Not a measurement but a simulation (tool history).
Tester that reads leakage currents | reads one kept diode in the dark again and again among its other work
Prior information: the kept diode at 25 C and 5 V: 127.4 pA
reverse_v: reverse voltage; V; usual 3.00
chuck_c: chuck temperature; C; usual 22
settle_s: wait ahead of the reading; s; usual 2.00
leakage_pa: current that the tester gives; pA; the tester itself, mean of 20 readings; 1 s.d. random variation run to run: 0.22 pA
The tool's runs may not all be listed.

{"run": 1, "day": 0.0, "reverse_v": 3.0, "chuck_c": 22, "settle_s": 2.0, "leakage_pa": 76.33}
{"run": 2, "day": 3.033, "reverse_v": 3.0, "chuck_c": 22, "settle_s": 2.0, "leakage_pa": 76.77}
{"run": 3, "day": 4.812, "reverse_v": 3.0, "chuck_c": 22, "settle_s": 2.0, "leakage_pa": 76.76}
{"run": 4, "day": 7.583, "reverse_v": 10.93, "chuck_c": 22, "settle_s": 2.0, "leakage_pa": 163.93}
{"run": 5, "day": 11.208, "reverse_v": 10.93, "chuck_c": 22, "settle_s": 2.0, "leakage_pa": 164.82}
{"day": 11.554, "done": "chuck's temperature calibrated"}
{"run": 6, "day": 14.775, "reverse_v": 3.08, "chuck_c": 22, "settle_s": 2.0, "leakage_pa": 80.17}
{"run": 7, "day": 18.925, "reverse_v": 3.08, "chuck_c": 22, "settle_s": 2.0, "leakage_pa": 80.95}
{"run": 8, "day": 21.288, "reverse_v": 3.0, "chuck_c": 22, "settle_s": 1.39, "leakage_pa": 79.99}
{"day": 22.629, "done": "probe card cleaned and baked"}
{"run": 9, "day": 25.508, "reverse_v": 3.13, "chuck_c": 29, "settle_s": 3.45, "leakage_pa": 152.48}
{"day": 26.379, "done": "chuck's temperature calibrated, once more"}
{"run": 10, "day": 28.233, "reverse_v": 3.0, "chuck_c": 22, "settle_s": 2.34, "leakage_pa": 71.71}

Run 11 is up next; what results do you expect?
{"run": 11, "day": 30.679, "reverse_v": 3.0, "chuck_c": 20, "settle_s": 0.49, "leakage_pa": "?"}

{"run 11": {"leakage_pa": 60.09}}
With no hidden state in the tool, this same run would have given leakage_pa 60.62 pA.
